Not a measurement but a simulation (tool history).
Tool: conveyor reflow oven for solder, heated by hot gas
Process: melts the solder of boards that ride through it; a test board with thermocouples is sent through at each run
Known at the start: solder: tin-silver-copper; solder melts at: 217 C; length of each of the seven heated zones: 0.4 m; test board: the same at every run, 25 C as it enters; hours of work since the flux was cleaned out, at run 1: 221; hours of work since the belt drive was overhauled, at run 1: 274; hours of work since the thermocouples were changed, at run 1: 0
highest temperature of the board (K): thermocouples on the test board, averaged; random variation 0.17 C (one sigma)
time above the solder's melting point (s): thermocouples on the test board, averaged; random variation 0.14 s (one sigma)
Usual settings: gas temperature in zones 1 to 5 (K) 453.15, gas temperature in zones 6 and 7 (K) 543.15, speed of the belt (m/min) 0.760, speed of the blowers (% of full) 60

run,hour,gas temperature in zones 1 to 5 (K),gas temperature in zones 6 and 7 (K),speed of the belt (m/min),speed of the blowers (% of full),hours of work since the flux was cleaned out,hours of work since the belt drive was overhauled,hours of work since the thermocouples were changed,highest temperature of the board (K),time above the solder's melting point (s)
1,0.0,453.15,543.15,0.760,60,221,274,0,526.05,49.1
2,21.0,453.15,543.15,0.760,60,231,284,9,526.15,49.3
3,62.7,453.15,543.15,0.760,60,249,302,28,525.95,49.3
4,103.0,453.15,551.15,0.760,60,268,321,47,533.15,53.0
5,130.0,453.15,535.15,0.760,60,280,333,59,519.35,44.7
6,158.0,453.15,535.15,0.760,60,293,345,71,519.25,44.7
7,187.3,445.15,543.15,0.760,60,306,359,85,524.65,46.1
# hour 198.9: flux residue cleaned out of gas plates and filters
8,226.8,445.15,543.15,0.673,60,13,374,100,528.95,55.2

The next listed run, before its measurement:
9,266.4,445.15,543.15,0.673,60,30,392,118,?,?

Run 9 gave highest temperature of the board (K) 528.75, time above the solder's melting point (s) 55.5.
Without the tool's hidden state the same run would have given highest temperature of the board (K) 528.75, time above the solder's melting point (s) 55.4.
